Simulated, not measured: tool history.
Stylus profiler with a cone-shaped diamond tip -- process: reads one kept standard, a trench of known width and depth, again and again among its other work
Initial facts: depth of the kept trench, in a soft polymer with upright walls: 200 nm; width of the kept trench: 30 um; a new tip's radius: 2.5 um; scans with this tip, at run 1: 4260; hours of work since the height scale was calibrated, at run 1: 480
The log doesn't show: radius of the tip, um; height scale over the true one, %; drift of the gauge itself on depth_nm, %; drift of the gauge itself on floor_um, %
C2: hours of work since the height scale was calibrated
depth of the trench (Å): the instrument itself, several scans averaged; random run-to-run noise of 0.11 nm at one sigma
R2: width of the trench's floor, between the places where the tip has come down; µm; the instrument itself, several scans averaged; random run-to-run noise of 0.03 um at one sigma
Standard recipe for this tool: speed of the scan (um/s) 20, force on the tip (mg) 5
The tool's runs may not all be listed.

{"run": 1, "hour": 0.0, "speed of the scan (um/s)": 20, "force on the tip (mg)": 5, "scans with this tip": 4260, "C2": 480, "depth of the trench (Å)": 2059.1, "R2": 27.7}
{"run": 2, "hour": 11.9, "speed of the scan (um/s)": 20, "force on the tip (mg)": 5, "scans with this tip": 4331, "C2": 488, "depth of the trench (Å)": 2061.4, "R2": 27.64}
{"run": 3, "hour": 27.2, "speed of the scan (um/s)": 20, "force on the tip (mg)": 10.94, "scans with this tip": 4422, "C2": 498, "depth of the trench (Å)": 2097.2, "R2": 27.65}
{"run": 4, "hour": 38.0, "speed of the scan (um/s)": 20, "force on the tip (mg)": 5, "scans with this tip": 4487, "C2": 505, "depth of the trench (Å)": 2059.3, "R2": 27.7}
{"run": 5, "hour": 51.3, "speed of the scan (um/s)": 20, "force on the tip (mg)": 5, "scans with this tip": 4566, "C2": 514, "depth of the trench (Å)": 2060.3, "R2": 27.72}
{"run": 6, "hour": 66.5, "speed of the scan (um/s)": 20, "force on the tip (mg)": 5, "scans with this tip": 4656, "C2": 524, "depth of the trench (Å)": 2059.1, "R2": 27.69}
{"run": 7, "hour": 82.2, "speed of the scan (um/s)": 20, "force on the tip (mg)": 5, "scans with this tip": 4750, "C2": 535, "depth of the trench (Å)": 2057.9, "R2": 27.62}
{"run": 8, "hour": 94.0, "speed of the scan (um/s)": 20, "force on the tip (mg)": 1.67, "scans with this tip": 4821, "C2": 543, "depth of the trench (Å)": 2031.1, "R2": 27.62}
{"run": 9, "hour": 112.2, "speed of the scan (um/s)": 20, "force on the tip (mg)": 1.67, "scans with this tip": 4929, "C2": 555, "depth of the trench (Å)": 2029.2, "R2": 27.67}
{"hour": 114.6, "done": "height scale calibrated on a step standard"}
{"run": 10, "hour": 131.0, "speed of the scan (um/s)": 20, "force on the tip (mg)": 5.32, "scans with this tip": 5039, "C2": 11, "depth of the trench (Å)": 2062.1, "R2": 27.66}
{"hour": 148.8, "done": "height scale calibrated on a step standard, once more"}
{"run": 11, "hour": 151.1, "speed of the scan (um/s)": 20, "force on the tip (mg)": 5.32, "scans with this tip": 5155, "C2": 2, "depth of the trench (Å)": 2059.6, "R2": 27.66}
{"run": 12, "hour": 166.4, "speed of the scan (um/s)": 20, "force on the tip (mg)": 5.32, "scans with this tip": 5247, "C2": 12, "depth of the trench (Å)": 2060.7, "R2": 27.65}
{"run": 13, "hour": 182.5, "speed of the scan (um/s)": 20, "force on the tip (mg)": 5.32, "scans with this tip": 5343, "C2": 23, "depth of the trench (Å)": 2059.2, "R2": 27.65}
{"run": 14, "hour": 202.1, "speed of the scan (um/s)": 20, "force on the tip (mg)": 5.32, "scans with this tip": 5460, "C2": 36, "depth of the trench (Å)": 2059.7, "R2": 27.64}
{"run": 15, "hour": 221.3, "speed of the scan (um/s)": 20, "force on the tip (mg)": 5, "scans with this tip": 5574, "C2": 49, "depth of the trench (Å)": 2056.2, "R2": 27.64}
{"run": 16, "hour": 231.2, "speed of the scan (um/s)": 20, "force on the tip (mg)": 5, "scans with this tip": 5634, "C2": 55, "depth of the trench (Å)": 2057.3, "R2": 27.66}
{"run": 17, "hour": 245.8, "speed of the scan (um/s)": 50, "force on the tip (mg)": 1.83, "scans with this tip": 5721, "C2": 65, "depth of the trench (Å)": 2030, "R2": 27.5}
{"run": 18, "hour": 258.2, "speed of the scan (um/s)": 6, "force on the tip (mg)": 2.45, "scans with this tip": 5794, "C2": 74, "depth of the trench (Å)": 2035.6, "R2": 27.62}
{"run": 19, "hour": 269.1, "speed of the scan (um/s)": 6, "force on the tip (mg)": 11.81, "scans with this tip": 5860, "C2": 81, "depth of the trench (Å)": 2100, "R2": 27.64}
{"run": 20, "hour": 286.2, "speed of the scan (um/s)": 6, "force on the tip (mg)": 11.81, "scans with this tip": 5962, "C2": 92, "depth of the trench (Å)": 2099.6, "R2": 27.59}
{"run": 21, "hour": 299.4, "speed of the scan (um/s)": 17, "force on the tip (mg)": 4.5, "scans with this tip": 6040, "C2": 101, "depth of the trench (Å)": 2051.9, "R2": 27.61}
{"run": 22, "hour": 318.2, "speed of the scan (um/s)": 17, "force on the tip (mg)": 4.5, "scans with this tip": 6152, "C2": 114, "depth of the trench (Å)": 2052.6, "R2": 27.59}
{"run": 23, "hour": 334.7, "speed of the scan (um/s)": 17, "force on the tip (mg)": 4.5, "scans with this tip": 6251, "C2": 125, "depth of the trench (Å)": 2052.4, "R2": 27.56}
{"run": 24, "hour": 355.4, "speed of the scan (um/s)": 11, "force on the tip (mg)": 10.1, "scans with this tip": 6375, "C2": 139, "depth of the trench (Å)": 2090.2, "R2": 27.64}
{"run": 25, "hour": 371.4, "speed of the scan (um/s)": 24, "force on the tip (mg)": 5, "scans with this tip": 6470, "C2": 150, "depth of the trench (Å)": 2056.6, "R2": 27.56}
{"run": 26, "hour": 389.2, "speed of the scan (um/s)": 24, "force on the tip (mg)": 5, "scans with this tip": 6577, "C2": 162, "depth of the trench (Å)": 2055.1, "R2": 27.59}
{"run": 27, "hour": 398.3, "speed of the scan (um/s)": 9, "force on the tip (mg)": 4.61, "scans with this tip": 6631, "C2": 168, "depth of the trench (Å)": 2053.3, "R2": 27.63}
{"run": 28, "hour": 408.6, "speed of the scan (um/s)": 40, "force on the tip (mg)": 6.77, "scans with this tip": 6692, "C2": 175, "depth of the trench (Å)": 2070, "R2": 27.54}
{"run": 29, "hour": 429.5, "speed of the scan (um/s)": 42, "force on the tip (mg)": 5, "scans with this tip": 6817, "C2": 189, "depth of the trench (Å)": 2057, "R2": 27.5}

Below are 4 alternative next runs, each starting from the tool's condition after run 29. Predict each:
{"run": "A", "hour": 451.6, "speed of the scan (um/s)": 20, "force on the tip (mg)": 7.43, "scans with this tip": 6949, "C2": 204, "depth of the trench (Å)": "?", "R2": "?"}
{"run": "B", "hour": 451.6, "speed of the scan (um/s)": 20, "force on the tip (mg)": 4.94, "scans with this tip": 6949, "C2": 204, "depth of the trench (Å)": "?", "R2": "?"}
{"run": "C", "hour": 451.6, "speed of the scan (um/s)": 27, "force on the tip (mg)": 5, "scans with this tip": 6949, "C2": 204, "depth of the trench (Å)": "?", "R2": "?"}
{"run": "D", "hour": 451.6, "speed of the scan (um/s)": 8, "force on the tip (mg)": 9.49, "scans with this tip": 6949, "C2": 204, "depth of the trench (Å)": "?", "R2": "?"}

run=A depth_of_the_trench_(Å)=2071.9 R2=27.58
run=B depth_of_the_trench_(Å)=2057.1 R2=27.57
run=C depth_of_the_trench_(Å)=2058.5 R2=27.51
run=D depth_of_the_trench_(Å)=2085.8 R2=27.59
Take away the tool's hidden state, keep each run's random variation, and the runs would have read:
run=A depth_of_the_trench_(Å)=2070.7 R2=28.01
run=B depth_of_the_trench_(Å)=2055.9 R2=28
run=C depth_of_the_trench_(Å)=2057.3 R2=27.94
run=D depth_of_the_trench_(Å)=2084.6 R2=28.02
